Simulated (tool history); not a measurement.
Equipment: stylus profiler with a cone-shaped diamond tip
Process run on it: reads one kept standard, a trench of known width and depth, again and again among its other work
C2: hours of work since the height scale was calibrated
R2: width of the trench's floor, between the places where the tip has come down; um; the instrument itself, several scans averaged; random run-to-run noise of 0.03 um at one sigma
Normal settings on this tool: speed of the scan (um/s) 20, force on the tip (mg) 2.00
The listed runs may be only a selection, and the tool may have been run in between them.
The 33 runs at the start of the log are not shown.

{"run": 34, "hour": 2670.4, "speed of the scan (um/s)": 6, "force on the tip (mg)": 4.56, "scans with this tip": 18872, "C2": 161, "depth of the trench (nm)": 101.21, "R2": 98.74}
{"run": 35, "hour": 2754.1, "speed of the scan (um/s)": 37, "force on the tip (mg)": 2.34, "scans with this tip": 19173, "C2": 197, "depth of the trench (nm)": 100.55, "R2": 98.52}
{"run": 36, "hour": 2822.2, "speed of the scan (um/s)": 21, "force on the tip (mg)": 0.93, "scans with this tip": 19417, "C2": 226, "depth of the trench (nm)": 100.35, "R2": 98.58}
{"run": 37, "hour": 2885.8, "speed of the scan (um/s)": 25, "force on the tip (mg)": 0.89, "scans with this tip": 19645, "C2": 253, "depth of the trench (nm)": 100.48, "R2": 98.53}
{"run": 38, "hour": 2964.5, "speed of the scan (um/s)": 6, "force on the tip (mg)": 2.75, "scans with this tip": 19928, "C2": 286, "depth of the trench (nm)": 100.74, "R2": 98.65}
{"run": 39, "hour": 3011.3, "speed of the scan (um/s)": 6, "force on the tip (mg)": 1.28, "scans with this tip": 20096, "C2": 306, "depth of the trench (nm)": 100.34, "R2": 98.68}
{"run": 40, "hour": 3106.2, "speed of the scan (um/s)": 6, "force on the tip (mg)": 1.28, "scans with this tip": 20437, "C2": 347, "depth of the trench (nm)": 100.34, "R2": 98.65}
{"run": 41, "hour": 3171.8, "speed of the scan (um/s)": 6, "force on the tip (mg)": 1.28, "scans with this tip": 20672, "C2": 375, "depth of the trench (nm)": 100.6, "R2": 98.7}
{"run": 42, "hour": 3250.1, "speed of the scan (um/s)": 16, "force on the tip (mg)": 1.43, "scans with this tip": 20953, "C2": 408, "depth of the trench (nm)": 100.34, "R2": 98.65}
{"run": 43, "hour": 3341.8, "speed of the scan (um/s)": 6, "force on the tip (mg)": 1.43, "scans with this tip": 21282, "C2": 447, "depth of the trench (nm)": 100.42, "R2": 98.66}
{"run": 44, "hour": 3401.4, "speed of the scan (um/s)": 6, "force on the tip (mg)": 1.43, "scans with this tip": 21496, "C2": 472, "depth of the trench (nm)": 100.43, "R2": 98.67}
{"run": 45, "hour": 3452.0, "speed of the scan (um/s)": 6, "force on the tip (mg)": 1.43, "scans with this tip": 21678, "C2": 494, "depth of the trench (nm)": 100.55, "R2": 98.66}

Branching from run 45: 4 alternative next runs. What would each branch give?
{"run": "A", "hour": 3550.6, "speed of the scan (um/s)": 7, "force on the tip (mg)": 2.0, "scans with this tip": 22032, "C2": 536, "depth of the trench (nm)": "?", "R2": "?"}
{"run": "B", "hour": 3550.6, "speed of the scan (um/s)": 26, "force on the tip (mg)": 5.48, "scans with this tip": 22032, "C2": 536, "depth of the trench (nm)": "?", "R2": "?"}
{"run": "C", "hour": 3550.6, "speed of the scan (um/s)": 12, "force on the tip (mg)": 2.0, "scans with this tip": 22032, "C2": 536, "depth of the trench (nm)": "?", "R2": "?"}
{"run": "D", "hour": 3550.6, "speed of the scan (um/s)": 17, "force on the tip (mg)": 2.0, "scans with this tip": 22032, "C2": 536, "depth of the trench (nm)": "?", "R2": "?"}

run=A depth_of_the_trench_(nm)=100.68 R2=98.73
run=B depth_of_the_trench_(nm)=101.16 R2=98.63
run=C depth_of_the_trench_(nm)=100.75 R2=98.65
run=D depth_of_the_trench_(nm)=100.67 R2=98.67
Had the tool no hidden state, the same runs would have come out as:
run=A depth_of_the_trench_(nm)=100.69 R2=98.75
run=B depth_of_the_trench_(nm)=101.17 R2=98.65
run=C depth_of_the_trench_(nm)=100.75 R2=98.67
run=D depth_of_the_trench_(nm)=100.68 R2=98.69

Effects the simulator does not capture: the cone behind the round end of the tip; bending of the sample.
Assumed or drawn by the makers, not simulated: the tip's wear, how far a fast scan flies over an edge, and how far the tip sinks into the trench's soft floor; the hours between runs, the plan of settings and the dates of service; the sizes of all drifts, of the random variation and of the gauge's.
